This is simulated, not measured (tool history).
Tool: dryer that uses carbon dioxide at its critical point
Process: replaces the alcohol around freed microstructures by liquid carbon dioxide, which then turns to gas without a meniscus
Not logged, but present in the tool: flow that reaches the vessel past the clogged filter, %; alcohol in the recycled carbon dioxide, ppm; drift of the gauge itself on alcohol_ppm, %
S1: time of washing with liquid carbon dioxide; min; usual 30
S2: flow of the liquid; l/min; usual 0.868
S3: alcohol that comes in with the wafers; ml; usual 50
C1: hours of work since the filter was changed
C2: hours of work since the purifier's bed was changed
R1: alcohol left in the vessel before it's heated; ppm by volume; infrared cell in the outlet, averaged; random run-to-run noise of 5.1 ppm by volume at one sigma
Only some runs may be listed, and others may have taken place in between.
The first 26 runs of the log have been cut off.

{"run": 27, "hour": 332.2, "S1": 27, "S2": 0.868, "S3": 50, "C1": 184, "C2": 510, "R1": 334}
{"run": 28, "hour": 340.7, "S1": 27, "S2": 1.241, "S3": 43, "C1": 188, "C2": 515, "R1": 164}
{"run": 29, "hour": 354.4, "S1": 29, "S2": 0.868, "S3": 70, "C1": 196, "C2": 522, "R1": 350}
{"run": 30, "hour": 366.4, "S1": 33, "S2": 0.624, "S3": 26, "C1": 202, "C2": 529, "R1": 325}
{"run": 31, "hour": 374.1, "S1": 42, "S2": 0.868, "S3": 50, "C1": 206, "C2": 533, "R1": 155}
{"run": 32, "hour": 386.8, "S1": 45, "S2": 1.107, "S3": 50, "C1": 213, "C2": 540, "R1": 140}
{"run": 33, "hour": 402.2, "S1": 30, "S2": 0.868, "S3": 108, "C1": 221, "C2": 548, "R1": 448}
{"run": 34, "hour": 413.5, "S1": 30, "S2": 0.868, "S3": 108, "C1": 227, "C2": 554, "R1": 447}
{"run": 35, "hour": 430.9, "S1": 43, "S2": 0.605, "S3": 59, "C1": 237, "C2": 563, "R1": 309}
{"run": 36, "hour": 438.9, "S1": 43, "S2": 1.023, "S3": 34, "C1": 241, "C2": 568, "R1": 141}
{"run": 37, "hour": 452.8, "S1": 43, "S2": 1.023, "S3": 94, "C1": 248, "C2": 575, "R1": 162}
{"run": 38, "hour": 462.6, "S1": 24, "S2": 0.694, "S3": 35, "C1": 254, "C2": 580, "R1": 676}
{"run": 39, "hour": 473.0, "S1": 24, "S2": 0.694, "S3": 35, "C1": 259, "C2": 586, "R1": 688}

Branching from run 39: 3 alternative next runs. What would each branch give?
{"run": "A", "hour": 489.8, "S1": 43, "S2": 0.828, "S3": 35, "C1": 268, "C2": 595, "R1": "?"}
{"run": "B", "hour": 489.8, "S1": 31, "S2": 0.744, "S3": 54, "C1": 268, "C2": 595, "R1": "?"}
{"run": "C", "hour": 489.8, "S1": 30, "S2": 0.868, "S3": 44, "C1": 268, "C2": 595, "R1": "?"}

run=A R1=177
run=B R1=437
run=C R1=308
With the hidden condition removed and each run's random variation left untouched, the same runs would have given:
run=A R1=16
run=B R1=149
run=C R1=81
